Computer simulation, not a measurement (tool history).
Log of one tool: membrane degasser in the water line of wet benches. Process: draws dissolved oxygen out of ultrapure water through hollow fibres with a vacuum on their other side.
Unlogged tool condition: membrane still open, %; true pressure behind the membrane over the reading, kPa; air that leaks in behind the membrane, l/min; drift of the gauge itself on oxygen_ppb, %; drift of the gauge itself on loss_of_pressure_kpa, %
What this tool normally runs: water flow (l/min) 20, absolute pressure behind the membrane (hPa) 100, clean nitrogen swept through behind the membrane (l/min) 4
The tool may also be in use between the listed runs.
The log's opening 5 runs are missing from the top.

run	hour	water flow (l/min)	absolute pressure behind the membrane (hPa)	clean nitrogen swept through behind the membrane (l/min)	hours since the membrane was changed	hours since the vacuum gauge was calibrated	hours since the vacuum lines were made tight	dissolved oxygen in the water behind the degasser (ppb)	pressure that the water loses in the fibres (hPa)
6	425.3	20	100	4	2592	3911	711	85.1	531.2
7	479.4	20	100	4	2646	3965	765	86.3	526.7
8	532.6	20	74	4	2700	4018	818	54.3	530
9	621.1	19	100	4	2788	4107	907	81.4	500
10	674	19	100	4	2841	4160	959	82.2	502
11	714.6	19	100	4	2882	4200	1000	80.9	503.6
12	766.8	20	100	4	2934	4253	1052	86.3	527.6
13	859.8	20	100	4	3027	4346	1145	86.6	531.8
14	955.6	20	100	4	3123	4441	1241	86.7	530.5
15	1047.9	20	100	4	3215	4534	1333	86.8	528.6
16	1127.5	20	100	4	3294	4613	1413	86.6	529.3

Expected results for the next run?
# hour 1136.3: vacuum gauge calibrated
17	1187.4	28	141	6.33	3354	51	1472	?	?

{"run 17": {"dissolved oxygen in the water behind the degasser (ppb)": 125.1, "pressure that the water loses in the fibres (hPa)": 743.1}}
Without the tool's hidden state the same run would have given dissolved oxygen in the water behind the degasser (ppb) 122.2, pressure that the water loses in the fibres (hPa) 731.1.
